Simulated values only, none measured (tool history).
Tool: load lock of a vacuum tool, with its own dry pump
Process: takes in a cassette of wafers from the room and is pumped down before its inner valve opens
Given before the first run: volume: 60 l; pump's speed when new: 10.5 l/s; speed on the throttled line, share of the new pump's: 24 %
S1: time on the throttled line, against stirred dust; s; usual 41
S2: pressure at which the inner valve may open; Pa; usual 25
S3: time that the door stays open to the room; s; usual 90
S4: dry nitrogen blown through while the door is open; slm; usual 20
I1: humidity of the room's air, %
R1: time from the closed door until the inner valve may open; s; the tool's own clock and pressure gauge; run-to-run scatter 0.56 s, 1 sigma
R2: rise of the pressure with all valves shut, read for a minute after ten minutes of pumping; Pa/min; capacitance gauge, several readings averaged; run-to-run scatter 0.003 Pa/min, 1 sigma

Run 1, hour 0.0: usual settings; I1 44.2. Result: R1 81.4 s, R2 0.039 Pa/min.
Run 2, hour 504.9: usual settings but S2 38 Pa; I1 46.3. Result: R1 79.3 s, R2 0.049 Pa/min.
Run 3, hour 928.9: usual settings but S2 41 Pa; I1 46.1. Result: R1 78.4 s, R2 0.060 Pa/min.
Run 4, hour 1351.9: usual settings but S2 41 Pa; I1 48.9. Result: R1 79.3 s, R2 0.075 Pa/min.
Run 5, hour 1899.2: usual settings but S2 41 Pa; I1 46.1. Result: R1 79.5 s, R2 0.082 Pa/min.
Run 6, hour 2402.3: usual settings but S2 41 Pa; I1 46.4. Result: R1 80.8 s, R2 0.094 Pa/min.
Run 7, hour 2812.0: usual settings but S2 41 Pa; I1 42.4. Result: R1 80.8 s, R2 0.093 Pa/min.
Run 8, hour 3297.5: usual settings but S1 59 s, S2 41 Pa, S3 66 s; I1 45.3. Result: R1 94.6 s, R2 0.104 Pa/min.
Run 9, hour 3741.6: usual settings but S1 59 s, S2 41 Pa, S3 66 s; I1 47.2. Result: R1 94.0 s, R2 0.119 Pa/min.
Run 10, hour 4183.8: usual settings but S1 59 s, S2 41 Pa, S3 66 s; I1 44.8. Result: R1 94.8 s, R2 0.124 Pa/min.

A few steps of R1 between consecutive runs. Split each: what settings, incoming material and random variation would produce without the hidden state, and what is left over for the hidden state, along with gauge scatter present in only one of the two compared results (measured, and without hidden state):
Hidden conditions of the tool in this case: pump's speed, % of a new pump's; leak at the door's seal, Pa l/s; drift of the gauge itself on ready_s, %; drift of the gauge itself on rise_pa_min, %.
Run 4 -> 5: no setting touched and nothing written in the log between the runs. R1 +0.2 s: hidden state +0.6, all else -0.4.
Run 7 -> 8: S1 41 -> 59, S3 90 -> 66. R1 +13.8 s: hidden state -0.1, all else +13.9.
